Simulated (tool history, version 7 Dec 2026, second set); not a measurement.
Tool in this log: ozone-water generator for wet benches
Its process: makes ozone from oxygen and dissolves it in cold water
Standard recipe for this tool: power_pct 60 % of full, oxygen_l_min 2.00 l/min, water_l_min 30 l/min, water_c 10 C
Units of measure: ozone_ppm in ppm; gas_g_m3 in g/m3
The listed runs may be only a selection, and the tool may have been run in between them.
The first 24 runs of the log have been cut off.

run	hour	power_pct	oxygen_l_min	water_l_min	water_c	ozone_ppm	gas_g_m3
25	946.3	60	2.00	41	10	5.8	242.0
26	985.6	60	2.00	41	10	5.4	238.9
27	1028.7	48	2.00	27	10	8.6	213.6
28	1069.4	57	1.11	27	10	7.5	323.9
29	1111.8	77	1.01	30	10	7.7	397.5
30	1142.2	77	1.01	30	10	7.7	399.6
31	1181.8	41	3.44	30	14	7.8	145.4
32	1212.8	60	2.32	30	9	8.8	220.2
33	1257.8	60	2.32	30	9	8.8	219.0
34	1282.2	60	2.32	30	9	8.6	219.4

Branching from run 34: 3 alternative next runs. What would each branch give?
A	1311.0	56	1.97	30	10	?	?
B	1311.0	88	1.27	30	12	?	?
C	1311.0	62	1.32	29	9	?	?

run	ozone_ppm	gas_g_m3
A	8.1	232.6
B	8.7	376.5
C	7.9	306.9
With the hidden condition removed and each run's random variation left untouched, the same runs would have given:
run	ozone_ppm	gas_g_m3
A	8.1	232.7
B	8.7	376.7
C	7.9	307.0
